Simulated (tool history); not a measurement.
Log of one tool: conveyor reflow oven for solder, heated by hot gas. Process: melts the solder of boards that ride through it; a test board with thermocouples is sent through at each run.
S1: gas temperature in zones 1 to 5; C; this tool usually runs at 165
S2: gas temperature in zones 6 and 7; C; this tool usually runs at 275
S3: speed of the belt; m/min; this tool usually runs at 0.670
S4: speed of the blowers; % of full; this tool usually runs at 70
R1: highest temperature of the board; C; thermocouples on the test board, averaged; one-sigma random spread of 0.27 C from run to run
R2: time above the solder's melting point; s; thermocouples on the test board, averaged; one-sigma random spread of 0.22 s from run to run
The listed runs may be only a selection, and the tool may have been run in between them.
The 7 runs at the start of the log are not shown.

{"run": 8, "day": 8.267, "S1": 169, "S2": 274, "S3": 0.67, "S4": 70, "R1": 251.3, "R2": 50.4}
{"run": 9, "day": 9.771, "S1": 165, "S2": 275, "S3": 0.67, "S4": 70, "R1": 251.0, "R2": 49.2}
{"run": 10, "day": 10.529, "S1": 165, "S2": 275, "S3": 0.67, "S4": 61, "R1": 248.6, "R2": 46.5}
{"run": 11, "day": 11.958, "S1": 165, "S2": 275, "S3": 0.67, "S4": 61, "R1": 248.2, "R2": 46.2}
{"run": 12, "day": 12.95, "S1": 165, "S2": 275, "S3": 0.67, "S4": 61, "R1": 248.5, "R2": 45.9}
{"day": 13.775, "done": "flux residue cleaned out of gas plates and filters"}
{"run": 13, "day": 14.075, "S1": 165, "S2": 275, "S3": 0.67, "S4": 70, "R1": 252.8, "R2": 50.2}
{"day": 14.979, "done": "belt drive overhauled, speed set with a stopwatch"}
{"run": 14, "day": 15.704, "S1": 165, "S2": 275, "S3": 0.67, "S4": 70, "R1": 251.8, "R2": 49.4}
{"run": 15, "day": 16.579, "S1": 165, "S2": 275, "S3": 0.67, "S4": 70, "R1": 252.0, "R2": 49.2}
{"run": 16, "day": 17.762, "S1": 159, "S2": 275, "S3": 0.719, "S4": 52, "R1": 241.8, "R2": 35.3}
{"run": 17, "day": 18.892, "S1": 159, "S2": 279, "S3": 0.719, "S4": 52, "R1": 245.2, "R2": 37.9}
{"run": 18, "day": 19.942, "S1": 159, "S2": 279, "S3": 0.719, "S4": 52, "R1": 245.3, "R2": 37.8}
{"run": 19, "day": 20.612, "S1": 151, "S2": 275, "S3": 0.579, "S4": 82, "R1": 255.6, "R2": 57.7}
{"run": 20, "day": 21.646, "S1": 151, "S2": 275, "S3": 0.579, "S4": 82, "R1": 255.4, "R2": 57.3}
{"run": 21, "day": 22.788, "S1": 165, "S2": 278, "S3": 0.67, "S4": 70, "R1": 252.6, "R2": 49.7}
{"run": 22, "day": 24.117, "S1": 165, "S2": 278, "S3": 0.67, "S4": 70, "R1": 252.2, "R2": 49.4}
{"run": 23, "day": 25.229, "S1": 165, "S2": 278, "S3": 0.738, "S4": 89, "R1": 251.0, "R2": 44.1}
{"run": 24, "day": 26.371, "S1": 168, "S2": 287, "S3": 0.738, "S4": 76, "R1": 256.3, "R2": 47.6}
{"day": 26.983, "done": "flux residue cleaned out of gas plates and filters"}
{"run": 25, "day": 27.488, "S1": 168, "S2": 287, "S3": 0.738, "S4": 76, "R1": 260.0, "R2": 50.4}
{"run": 26, "day": 28.538, "S1": 176, "S2": 287, "S3": 0.67, "S4": 70, "R1": 264.2, "R2": 60.3}
{"run": 27, "day": 29.996, "S1": 165, "S2": 275, "S3": 0.565, "S4": 70, "R1": 258.0, "R2": 64.4}
{"run": 28, "day": 30.817, "S1": 165, "S2": 278, "S3": 0.67, "S4": 70, "R1": 254.0, "R2": 50.8}
{"run": 29, "day": 32.121, "S1": 165, "S2": 278, "S3": 0.67, "S4": 71, "R1": 253.7, "R2": 50.6}
{"run": 30, "day": 33.075, "S1": 165, "S2": 278, "S3": 0.67, "S4": 71, "R1": 253.3, "R2": 50.6}

Each row is a separate what-if for the run after 30, all from the same tool condition, not one after another. Results?
{"run": "A", "day": 34.092, "S1": 165, "S2": 271, "S3": 0.67, "S4": 71, "R1": "?", "R2": "?"}
{"run": "B", "day": 34.092, "S1": 176, "S2": 275, "S3": 0.67, "S4": 59, "R1": "?", "R2": "?"}
{"run": "C", "day": 34.092, "S1": 165, "S2": 264, "S3": 0.67, "S4": 80, "R1": "?", "R2": "?"}
{"run": "D", "day": 34.092, "S1": 165, "S2": 275, "S3": 0.596, "S4": 70, "R1": "?", "R2": "?"}

run=A R1=246.6 R2=45.4
run=B R1=249.9 R2=51.9
run=C R1=242.3 R2=42.9
run=D R1=254.7 R2=58.8
Had the tool no hidden state, the same runs would have come out as:
run=A R1=250.1 R2=48.4
run=B R1=253.3 R2=54.4
run=C R1=245.7 R2=46.2
run=D R1=258.1 R2=61.3

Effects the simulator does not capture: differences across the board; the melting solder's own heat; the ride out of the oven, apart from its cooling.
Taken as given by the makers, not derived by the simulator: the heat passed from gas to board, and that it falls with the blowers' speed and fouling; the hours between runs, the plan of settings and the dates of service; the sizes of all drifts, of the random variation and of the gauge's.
